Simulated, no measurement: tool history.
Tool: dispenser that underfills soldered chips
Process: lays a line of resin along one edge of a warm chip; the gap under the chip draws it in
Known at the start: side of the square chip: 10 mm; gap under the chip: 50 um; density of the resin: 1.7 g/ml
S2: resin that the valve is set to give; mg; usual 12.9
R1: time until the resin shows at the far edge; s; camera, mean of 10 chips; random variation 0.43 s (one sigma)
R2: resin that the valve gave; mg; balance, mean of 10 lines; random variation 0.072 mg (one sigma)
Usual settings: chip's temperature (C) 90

Run 1, day 0.000: usual settings. Result: R1 38.2 s, R2 12.14 mg.
At day 0.096: new syringe of resin.
At day 0.246: dispensing valve cleaned and set on the balance.
At day 0.558: new syringe of resin.
Run 2, day 0.667: usual settings. Result: R1 31.7 s, R2 12.91 mg.
At day 1.033: new syringe of resin.
Run 3, day 1.058: usual settings. Result: R1 31.4 s, R2 12.97 mg.
Run 4, day 1.392: usual settings. Result: R1 38.2 s, R2 12.88 mg.
At day 1.508: new syringe of resin.
At day 1.946: new syringe of resin.
Run 5, day 2.021: usual settings. Result: R1 32.6 s, R2 12.80 mg.
Run 6, day 2.346: usual settings but S2 12.0 mg. Result: R1 38.5 s, R2 11.79 mg.
At day 2.400: new syringe of resin.
At day 2.846: new syringe of resin.
Run 7, day 2.888: usual settings but chip's temperature (C) 80, S2 14.3 mg. Result: R1 50.1 s, R2 13.99 mg.
At day 3.292: new syringe of resin.
Run 8, day 3.458: usual settings but chip's temperature (C) 80, S2 14.3 mg. Result: R1 52.0 s, R2 13.98 mg.
At day 3.746: new syringe of resin.
Run 9, day 4.025: usual settings but chip's temperature (C) 100, S2 14.6 mg. Result: R1 22.1 s, R2 14.15 mg.
At day 4.200: new syringe of resin.
Run 10, day 4.529: usual settings but chip's temperature (C) 100, S2 14.6 mg. Result: R1 22.8 s, R2 14.16 mg.
At day 4.638: new syringe of resin.
At day 5.067: new syringe of resin.
Run 11, day 5.067: usual settings but chip's temperature (C) 101, S2 11.8 mg. Result: R1 18.4 s, R2 11.38 mg.

4 ways to go on from here, each from the tool as it stands after run 11. What would each give?
At day 5.500: new syringe of resin.
Run A, day 5.721: usual settings but chip's temperature (C) 98, S2 14.9 mg. Result: R1 ?, R2 ?.
At day 5.500: new syringe of resin.
Run B, day 5.721: usual settings but chip's temperature (C) 97, S2 11.0 mg. Result: R1 ?, R2 ?.
At day 5.500: new syringe of resin.
Run C, day 5.721: usual settings but chip's temperature (C) 102, S2 16.7 mg. Result: R1 ?, R2 ?.
At day 5.500: new syringe of resin.
Run D, day 5.721: usual settings but chip's temperature (C) 86, S2 15.3 mg. Result: R1 ?, R2 ?.

run    R1     R2
  A  23.0  14.46
  B  26.4  10.57
  C  19.6  16.05
  D  40.9  14.81
Without the tool's hidden state the same runs would have given:
run    R1     R2
  A  21.1  14.99
  B  24.0  10.96
  C  17.9  16.64
  D  37.6  15.35
